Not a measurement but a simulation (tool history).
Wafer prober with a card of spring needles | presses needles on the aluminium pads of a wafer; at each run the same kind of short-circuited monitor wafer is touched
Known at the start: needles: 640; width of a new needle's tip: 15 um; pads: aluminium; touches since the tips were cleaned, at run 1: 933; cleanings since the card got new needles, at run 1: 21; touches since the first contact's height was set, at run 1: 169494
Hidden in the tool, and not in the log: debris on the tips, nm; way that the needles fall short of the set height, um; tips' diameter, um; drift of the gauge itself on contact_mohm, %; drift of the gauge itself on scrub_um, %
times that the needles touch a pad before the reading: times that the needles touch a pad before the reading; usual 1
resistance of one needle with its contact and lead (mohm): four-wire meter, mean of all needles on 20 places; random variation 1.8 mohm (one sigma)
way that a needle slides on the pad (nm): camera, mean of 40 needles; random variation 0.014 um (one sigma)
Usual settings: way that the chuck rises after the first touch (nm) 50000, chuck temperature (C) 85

| run | hour | way that the chuck rises after the first touch (nm) | chuck temperature (C) | times that the needles touch a pad before the reading | touches since the tips were cleaned | cleanings since the card got new needles | touches since the first contact's height was set | resistance of one needle with its contact and lead (mohm) | way that a needle slides on the pad (nm) |
|---|---|---|---|---|---|---|---|---|---|
| 1 | 0.0 | 50000 | 85 | 1 | 933 | 21 | 169494 | 212 | 10300 |
|  | 3.8 | height of the first contact set anew |
| 2 | 7.2 | 50000 | 85 | 1 | 3873 | 21 | 1469 | 225 | 10480 |
|  | 14.6 | tips cleaned on abrasive film |
| 3 | 14.6 | 50000 | 85 | 1 | 0 | 22 | 4549 | 263 | 10490 |
| 4 | 23.9 | 50000 | 85 | 1 | 3990 | 22 | 8539 | 254 | 10490 |
| 5 | 28.8 | 50000 | 85 | 1 | 6067 | 22 | 10616 | 253 | 10480 |
|  | 31.2 | tips cleaned on abrasive film |
| 6 | 39.0 | 50000 | 85 | 1 | 3292 | 23 | 14890 | 226 | 10480 |
| 7 | 45.1 | 50000 | 85 | 1 | 5894 | 23 | 17492 | 234 | 10480 |
|  | 45.7 | tips cleaned on abrasive film, once more |
| 8 | 49.4 | 31000 | 85 | 1 | 1585 | 24 | 19289 | 244 | 6480 |
| 9 | 58.4 | 50000 | 85 | 1 | 5416 | 24 | 23120 | 232 | 10490 |
|  | 62.3 | tips cleaned on abrasive film |
| 10 | 63.8 | 50000 | 85 | 1 | 626 | 25 | 25357 | 200 | 10480 |
| 11 | 72.9 | 59000 | 85 | 3 | 4497 | 25 | 29228 | 195 | 12360 |
|  | 78.8 | tips cleaned on abrasive film |
| 12 | 78.8 | 47000 | 99 | 1 | 0 | 26 | 31714 | 195 | 9830 |
| 13 | 84.7 | 52000 | 85 | 2 | 2486 | 26 | 34200 | 207 | 10890 |
| 14 | 89.8 | 52000 | 85 | 2 | 4651 | 26 | 36365 | 211 | 10890 |
| 15 | 94.4 | 52000 | 85 | 2 | 6622 | 26 | 38336 | 215 | 10860 |
|  | 94.9 | tips cleaned on abrasive film |
| 16 | 102.1 | 34000 | 117 | 1 | 3025 | 27 | 41556 | 263 | 7100 |
| 17 | 109.3 | 34000 | 117 | 1 | 6102 | 27 | 44633 | 284 | 7100 |

Forecast each of these 4 alternatives for the next run:
|  | 111.6 | tips cleaned on abrasive film |
| A | 116.1 | 52000 | 117 | 1 | 1924 | 28 | 47477 | ? | ? |
|  | 111.6 | tips cleaned on abrasive film |
| B | 116.1 | 40000 | 85 | 1 | 1924 | 28 | 47477 | ? | ? |
|  | 111.6 | tips cleaned on abrasive film |
| C | 116.1 | 64000 | 85 | 1 | 1924 | 28 | 47477 | ? | ? |
|  | 111.6 | tips cleaned on abrasive film |
| D | 116.1 | 33000 | 98 | 3 | 1924 | 28 | 47477 | ? | ? |

| run | resistance of one needle with its contact and lead (mohm) | way that a needle slides on the pad (nm) |
|---|---|---|
| A | 216 | 10850 |
| B | 229 | 8340 |
| C | 203 | 13390 |
| D | 218 | 6880 |
Without the tool's hidden state the same runs would have given:
| run | resistance of one needle with its contact and lead (mohm) | way that a needle slides on the pad (nm) |
|---|---|---|
| A | 193 | 10900 |
| B | 192 | 8390 |
| C | 185 | 13440 |
| D | 199 | 6930 |
